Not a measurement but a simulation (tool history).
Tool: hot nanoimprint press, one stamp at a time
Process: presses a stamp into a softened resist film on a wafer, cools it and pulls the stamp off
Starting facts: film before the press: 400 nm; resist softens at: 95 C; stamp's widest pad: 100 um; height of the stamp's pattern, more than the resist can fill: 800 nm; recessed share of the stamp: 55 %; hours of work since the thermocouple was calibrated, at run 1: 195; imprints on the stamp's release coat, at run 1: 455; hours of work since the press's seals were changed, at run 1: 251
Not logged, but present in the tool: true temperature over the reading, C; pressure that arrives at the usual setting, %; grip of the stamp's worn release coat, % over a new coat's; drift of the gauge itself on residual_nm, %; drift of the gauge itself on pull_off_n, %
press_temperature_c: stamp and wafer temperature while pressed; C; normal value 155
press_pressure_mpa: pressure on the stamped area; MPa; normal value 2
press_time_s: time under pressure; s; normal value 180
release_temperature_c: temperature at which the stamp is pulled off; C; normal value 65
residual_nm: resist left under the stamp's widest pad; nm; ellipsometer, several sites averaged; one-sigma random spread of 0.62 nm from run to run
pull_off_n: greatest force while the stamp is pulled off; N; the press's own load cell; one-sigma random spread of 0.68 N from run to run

run,hour,press_temperature_c,press_pressure_mpa,press_time_s,release_temperature_c,hours of work since the thermocouple was calibrated,imprints on the stamp's release coat,hours of work since the press's seals were changed,residual_nm,pull_off_n
1,0,155,2,180,65,195,455,251,221.3,122.9
2,8.7,155,2,180,50,201,476,257,221,134.3
3,14.1,155,2,180,65,205,489,261,222.5,123.8
4,25.6,155,2,180,65,213,516,269,220.7,124.2
# hour 38.2: stamp cleaned and given a new release coat
5,38.2,155,2,180,65,218,0,274,221,117.5
6,44.4,155,2,180,65,222,15,278,221,116.3
7,50.1,155,2,180,65,226,28,282,220.5,118.8
8,60.6,155,2,180,65,234,53,289,220.7,116.9
9,65.7,155,2,180,65,237,66,293,219.9,117.9
10,72.5,155,2.73,180,65,242,82,298,187.4,118.4
11,84.2,155,2.73,180,65,250,110,306,187.4,119.2
12,90,155,2.73,180,65,255,124,310,187.2,118.9
13,96.6,155,2,180,65,259,140,315,220.6,118.6
14,108.1,155,2,180,65,268,167,323,220.2,118.3
15,120.4,155,2,180,65,276,197,332,220,119.3
16,126.2,155,1.27,180,70,280,210,336,271.1,115.3
17,134.8,144,1.47,143,63,287,231,342,340.8,121.4
# hour 138.4: plate thermocouple calibrated
18,149.1,147,2.45,121,73,8,258,350,279.9,114.8
19,156.9,147,2.45,121,73,13,276,356,280,114.3
20,162,147,2.45,121,73,17,289,359,279.5,113.1
# hour 172.4: plate thermocouple calibrated, once more
21,174.2,147,2.45,121,73,1,311,366,289.9,115.8
22,179.6,156,2.9,336,52,5,324,370,148.1,131.4
23,185.8,153,2.54,135,61,10,339,374,233.7,125.1
24,191.2,153,1.84,135,62,13,351,378,270.7,124.8
25,198.6,155,1.85,180,51,19,369,383,236.9,134.4
26,208.2,155,2,317,60,25,392,390,192.4,126.7
27,220.6,155,2,288,65,34,422,399,197.7,122.2
28,226.8,155,2,130,71,39,437,403,250.4,119.1
29,238.9,155,2,160,66,47,466,412,234.7,124.4

Forecast each of these 3 alternatives for the next run:
A,247,155,2,180,67,53,485,418,?,?
B,247,155,2,160,66,53,485,418,?,?
C,247,155,2,106,65,53,485,418,?,?

run,residual_nm,pull_off_n
A,229.2,122.2
B,234.8,122.5
C,263.2,123.4
Without the tool's unlogged condition, the same runs would have read:
run,residual_nm,pull_off_n
A,225,116.2
B,230.6,116.5
C,259,117.4

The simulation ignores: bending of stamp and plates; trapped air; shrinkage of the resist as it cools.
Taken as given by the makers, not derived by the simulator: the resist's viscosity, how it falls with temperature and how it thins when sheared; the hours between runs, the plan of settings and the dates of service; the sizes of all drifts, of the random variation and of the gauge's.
